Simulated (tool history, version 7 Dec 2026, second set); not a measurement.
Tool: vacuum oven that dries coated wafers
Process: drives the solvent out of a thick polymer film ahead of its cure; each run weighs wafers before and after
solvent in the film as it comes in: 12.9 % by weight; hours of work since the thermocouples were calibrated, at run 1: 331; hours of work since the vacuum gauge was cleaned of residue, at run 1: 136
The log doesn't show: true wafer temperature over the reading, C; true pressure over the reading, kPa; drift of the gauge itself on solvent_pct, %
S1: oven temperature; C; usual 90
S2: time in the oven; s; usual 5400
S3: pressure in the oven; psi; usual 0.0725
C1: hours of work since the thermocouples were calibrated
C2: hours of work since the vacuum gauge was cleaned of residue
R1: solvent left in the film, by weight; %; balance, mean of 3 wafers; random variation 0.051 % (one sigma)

run,day,S1,S2,S3,C1,C2,R1
1,0.000,90,5400,0.0725,331,136,1.23
2,0.825,90,5400,0.0725,339,144,1.20
3,2.288,90,5400,0.0725,354,159,1.14
4,3.033,90,5400,0.0725,362,166,1.22
5,4.054,105,5400,0.0725,372,177,0.33
6,5.575,105,5400,0.0725,387,192,0.42
# day 5.771: oven's thermocouples calibrated
7,6.521,105,5400,0.0725,8,201,0.36
8,7.300,90,5400,0.0602,16,209,0.96

Forecast run 9:
9,8.204,86,6540,0.1601,25,218,?

Run 9 gave R1 1.84 %.
Without the tool's hidden state the same run would have given R1 1.77 %.

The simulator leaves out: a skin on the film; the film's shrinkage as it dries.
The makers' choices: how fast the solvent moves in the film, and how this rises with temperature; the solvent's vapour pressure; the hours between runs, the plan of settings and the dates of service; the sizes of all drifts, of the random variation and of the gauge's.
